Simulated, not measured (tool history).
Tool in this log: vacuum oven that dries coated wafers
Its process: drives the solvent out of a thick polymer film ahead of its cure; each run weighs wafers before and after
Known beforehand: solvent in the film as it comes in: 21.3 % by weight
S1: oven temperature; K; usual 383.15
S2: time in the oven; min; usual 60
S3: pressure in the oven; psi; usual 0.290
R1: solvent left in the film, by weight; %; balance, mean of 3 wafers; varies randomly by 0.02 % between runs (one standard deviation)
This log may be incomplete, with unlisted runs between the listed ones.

run	day	S1	S2	S3	R1
1	0.000	383.15	60	0.290	2.06
2	3.988	383.15	52	0.290	2.56
3	7.292	383.15	52	0.290	2.53
4	10.638	383.15	45	0.290	3.13
# day 11.929: oven's thermocouples calibrated
5	14.388	383.15	60	0.249	1.91
6	17.838	390.15	60	0.290	1.06
7	21.621	390.15	60	0.290	1.05
8	25.638	383.15	35	0.241	4.20
9	27.729	383.15	35	0.241	4.16
10	31.954	388.15	35	0.231	2.58
11	34.521	388.15	62	0.511	1.88
12	37.879	383.15	71	0.290	1.67
# day 41.079: vacuum gauge cleaned of residue and calibrated
13	42.017	383.15	71	0.290	1.67
14	44.912	377.15	30	0.290	7.53

Alternative continuations, all from the tool just after run 14; predict every row:
A	49.083	393.15	60	1.117	?
B	49.083	377.15	33	0.290	?
C	49.083	393.15	60	0.290	?
D	49.083	370.15	89	0.203	?
E	49.083	395.15	38	0.805	?

run	R1
A	2.93
B	6.99
C	0.86
D	3.86
E	2.35
With no hidden state in the tool, these same runs would have given:
run	R1
A	2.93
B	7.00
C	0.86
D	3.86
E	2.35
